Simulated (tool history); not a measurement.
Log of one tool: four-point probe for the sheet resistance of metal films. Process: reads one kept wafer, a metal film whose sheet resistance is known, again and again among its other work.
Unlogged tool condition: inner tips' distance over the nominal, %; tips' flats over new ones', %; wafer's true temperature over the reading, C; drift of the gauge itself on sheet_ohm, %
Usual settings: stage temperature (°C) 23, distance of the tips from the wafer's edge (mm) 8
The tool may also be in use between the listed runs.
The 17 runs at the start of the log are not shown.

run    hour  stage temperature (°C)  distance of the tips from the wafer's edge (mm)  touches since the probe head was changed  hours of work since the stage's thermometer was calibrated  sheet resistance as the instrument gives it (ohm/square)
 18  1440.4                      23                                               46                                     18772                                                         568                                                  3.015554
 19  1524.2                      23                                                8                                     22055                                                         620                                                  3.053699
 20  1603.4                      23                                                8                                     25156                                                         669                                                  3.052866
 21  1675.7                      24                                               23                                     27984                                                         714                                                  3.016463
 22  1795.2                      24                                               23                                     32660                                                         789                                                  3.014097
 23  1845.2                      23                                               19                                     34618                                                         820                                                  3.015165
 24  1938.8                      22                                                4                                     38281                                                         878                                                  3.162056
 25  2039.3                      22                                                4                                     42218                                                         941                                                  3.158424
 26  2106.4                      26                                                7                                     44843                                                         983                                                  3.058545
 27  2206.5                      26                                                7                                     48761                                                        1045                                                  3.057824
 28  2306.1                      26                                                7                                     52658                                                        1107                                                  3.054498
 29  2373.9                      30                                               16                                     55315                                                        1149                                                  3.012805
 30  2435.2                      22                                                9                                     57713                                                        1188                                                  3.029457
 31  2513.6                      22                                                9                                     60782                                                        1236                                                  3.029093
 32  2622.4                      22                                                9                                     65041                                                        1304                                                  3.027112
 33    2720                      24                                                3                                     68859                                                        1365                                                  3.256233
 34  2830.2                      21                                               34                                     73175                                                        1434                                                  2.994209
 35    2882                      21                                               34                                     75201                                                        1466                                                  2.991917
 36  2993.1                      33                                                5                                     79550                                                        1535                                                  3.095354
 37  3084.4                      20                                               46                                     83124                                                        1592                                                  2.988366
 38  3181.2                      20                                               46                                     86911                                                        1652                                                  2.987014
 39  3274.4                      32                                               41                                     90561                                                        1710                                                  2.992306
 40  3374.8                      32                                               41                                     94490                                                        1773                                                  2.988951

Consider 4 possible next runs. They are alternatives, not a sequence: every one starts from the tool as it was left by run 40. What does each give?
  A  3441.8                      25                                                9                                     97114                                                        1815                                                         ?
  B  3441.8                      21                                               18                                     97114                                                        1815                                                         ?
  C  3441.8                      32                                               10                                     97114                                                        1815                                                         ?
  D  3441.8                      20                                                8                                     97114                                                        1815                                                         ?

run  sheet resistance as the instrument gives it (ohm/square)
  A                                                  3.015688
  B                                                  2.990831
  C                                                  3.013066
  D                                                  3.021579
Take away the tool's hidden state, keep each run's random variation, and the runs would have read:
run  sheet resistance as the instrument gives it (ohm/square)
  A                                                  3.054089
  B                                                   3.02889
  C                                                  3.051528
  D                                                  3.059981
